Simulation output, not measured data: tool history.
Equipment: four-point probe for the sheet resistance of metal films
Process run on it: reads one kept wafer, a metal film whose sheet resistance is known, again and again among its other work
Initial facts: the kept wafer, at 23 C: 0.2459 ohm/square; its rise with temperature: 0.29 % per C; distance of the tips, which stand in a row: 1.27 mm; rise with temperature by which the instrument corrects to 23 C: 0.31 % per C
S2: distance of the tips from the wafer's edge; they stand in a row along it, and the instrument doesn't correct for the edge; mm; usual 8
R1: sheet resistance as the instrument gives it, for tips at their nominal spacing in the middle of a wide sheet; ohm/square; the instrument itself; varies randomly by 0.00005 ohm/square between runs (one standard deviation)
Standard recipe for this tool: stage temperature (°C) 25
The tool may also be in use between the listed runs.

{"run": 1, "hour": 0.0, "stage temperature (°C)": 25, "S2": 8, "R1": 0.249436}
{"run": 2, "hour": 26.0, "stage temperature (°C)": 25, "S2": 8, "R1": 0.249468}
{"run": 3, "hour": 49.4, "stage temperature (°C)": 25, "S2": 8, "R1": 0.249486}
{"run": 4, "hour": 60.9, "stage temperature (°C)": 25, "S2": 33, "R1": 0.246377}
{"run": 5, "hour": 74.7, "stage temperature (°C)": 25, "S2": 33, "R1": 0.246372}
{"run": 6, "hour": 99.2, "stage temperature (°C)": 25, "S2": 8, "R1": 0.249494}
{"run": 7, "hour": 111.7, "stage temperature (°C)": 24, "S2": 21, "R1": 0.246755}
{"run": 8, "hour": 126.0, "stage temperature (°C)": 24, "S2": 21, "R1": 0.247206}
{"run": 9, "hour": 139.0, "stage temperature (°C)": 25, "S2": 31, "R1": 0.246895}
{"run": 10, "hour": 164.9, "stage temperature (°C)": 21, "S2": 4, "R1": 0.259529}
{"run": 11, "hour": 177.8, "stage temperature (°C)": 21, "S2": 4, "R1": 0.259442}
{"run": 12, "hour": 195.1, "stage temperature (°C)": 34, "S2": 8, "R1": 0.249676}

Removed from this log: 1 entry logged between the listed runs. Between which two listed runs does each belong, and how does the tool's hidden state at the listed run before it compare with that at the listed run after it?
Logged between run 7 and run 8: stage's thermometer calibrated (hour 120.3)
  inner tips' distance over the nominal, %: 0.312 -> 0.314; tips' flats over new ones', %: 17 -> 18; wafer's true temperature over the reading, C: -0.67 -> -0.03
  measured result minus the result with no hidden state, R1: +0.000347 -> +0.000818 ohm/square

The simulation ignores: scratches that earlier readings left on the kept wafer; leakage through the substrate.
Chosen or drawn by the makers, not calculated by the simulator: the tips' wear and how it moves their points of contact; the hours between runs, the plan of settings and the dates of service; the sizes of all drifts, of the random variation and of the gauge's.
